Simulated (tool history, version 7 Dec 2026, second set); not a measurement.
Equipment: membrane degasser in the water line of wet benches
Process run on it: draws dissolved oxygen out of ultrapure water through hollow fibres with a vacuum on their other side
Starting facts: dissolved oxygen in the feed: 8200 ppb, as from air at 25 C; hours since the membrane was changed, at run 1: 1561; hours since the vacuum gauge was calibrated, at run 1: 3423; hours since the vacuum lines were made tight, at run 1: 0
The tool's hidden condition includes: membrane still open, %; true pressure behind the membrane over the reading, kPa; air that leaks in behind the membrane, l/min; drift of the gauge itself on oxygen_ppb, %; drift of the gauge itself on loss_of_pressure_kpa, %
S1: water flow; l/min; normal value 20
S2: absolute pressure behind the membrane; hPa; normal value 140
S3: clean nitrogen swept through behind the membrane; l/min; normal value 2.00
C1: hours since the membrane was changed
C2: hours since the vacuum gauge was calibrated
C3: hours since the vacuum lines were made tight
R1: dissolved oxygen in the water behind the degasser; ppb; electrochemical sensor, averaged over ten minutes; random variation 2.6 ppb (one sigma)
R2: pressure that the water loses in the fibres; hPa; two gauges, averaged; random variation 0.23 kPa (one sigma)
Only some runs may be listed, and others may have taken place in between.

run    hour  S1   S2    S3    C1    C2    C3     R1     R2
  1     0.0  20  140  2.00  1561  3423     0  264.7  584.9
  2    23.1  20  140  2.00  1584  3447    23  260.2  582.8
  3    69.1  20  140  2.00  1630  3492    69  265.2  585.5
  4   100.1  20  140  2.00  1661  3524   100  266.2  581.9
  5   139.5  20  140  2.00  1700  3563   140  262.9  581.7
  6   166.6  20  140  2.00  1727  3590   167  266.5  580.8
  7   201.6  20  140  2.00  1762  3625   202  263.9  582.0
  8   241.3  20  140  4.69  1802  3665   241  129.4  583.7
  9   271.2  20  140  4.69  1832  3695   271  131.4  584.5
 10   319.8  20  140  3.25  1880  3743   320  178.3  581.0
 11   351.5  20  140  3.25  1912  3775   352  176.2  576.9
 12   400.4  20  140  2.00  1961  3824   400  261.6  580.6
 13   426.7  20  106  2.00  1987  3850   427  189.7  578.4
 14   463.4  20  140  1.14  2024  3887   463  430.1  580.4
 15   498.2  20  140  1.14  2059  3922   498  431.3  580.5
 16   535.6  20  140  1.14  2096  3959   536  429.9  575.7
 17   564.9  20  243  1.70  2126  3988   565  565.0  575.6
 18   613.0  25  129  1.03  2174  4036   613  530.6  725.3
 19   650.0  22  139  2.67  2211  4073   650  238.2  635.0
 20   696.7  28  145  3.97  2257  4120   697  270.1  804.4
 21   730.8  20  140  3.94  2291  4154   731  148.9  574.4
 22   778.7  26  114  1.50  2339  4202   779  369.6  741.1
 23   814.7  15  327  1.36  2375  4238   815  711.8  428.0
 24   838.0  16  115  1.36  2399  4261   838  226.6  457.1
 25   880.3  14  140  2.00  2441  4304   880  182.4  401.3
 26   903.6  14  140  2.00  2464  4327   904  177.8  398.8
 27   951.9  14  100  1.73  2513  4375   952  131.9  400.9
 28   983.7  13  156  1.73  2544  4407   984  224.3  370.7
     1027.1  -- gauge calibrated
 29  1027.1  18  182  3.41  2588  4450  1027  199.6  529.8
 30  1055.8  13   94  2.24  2616  4479  1056   87.7  378.4
 31  1096.4  13  256  1.78  2657  4520  1096  379.9  380.4
 32  1125.4  25  163  1.78  2686  4549  1125  449.4  725.4

Subtracting, for every run, the result it would have given without the tool's unlogged condition from the measured result gives the following. The same run-to-run variation enters both numbers; the gauge's scatter may not:
run     R2
  1   +0.1
  2   -0.3
  3   -1.0
  4   -1.5
  5   -2.1
  6   -2.5
  7   -3.1
  8   -3.7
  9   -4.2
 10   -4.9
 11   -5.3
 12   -6.1
 13   -6.6
 14   -7.2
 15   -7.7
 16   -8.3
 17   -8.7
 18  -12.0
 19  -11.1
 20  -15.1
 21  -11.4
 22  -15.7
 23   -9.5
 24  -10.4
 25   -9.6
 26   -9.8
 27  -10.4
 28  -10.0
 29   +0.1
 30   -0.2
 31   -0.6
 32   -1.7
R1: at most 0.2 ppb away from the measurement, every run.

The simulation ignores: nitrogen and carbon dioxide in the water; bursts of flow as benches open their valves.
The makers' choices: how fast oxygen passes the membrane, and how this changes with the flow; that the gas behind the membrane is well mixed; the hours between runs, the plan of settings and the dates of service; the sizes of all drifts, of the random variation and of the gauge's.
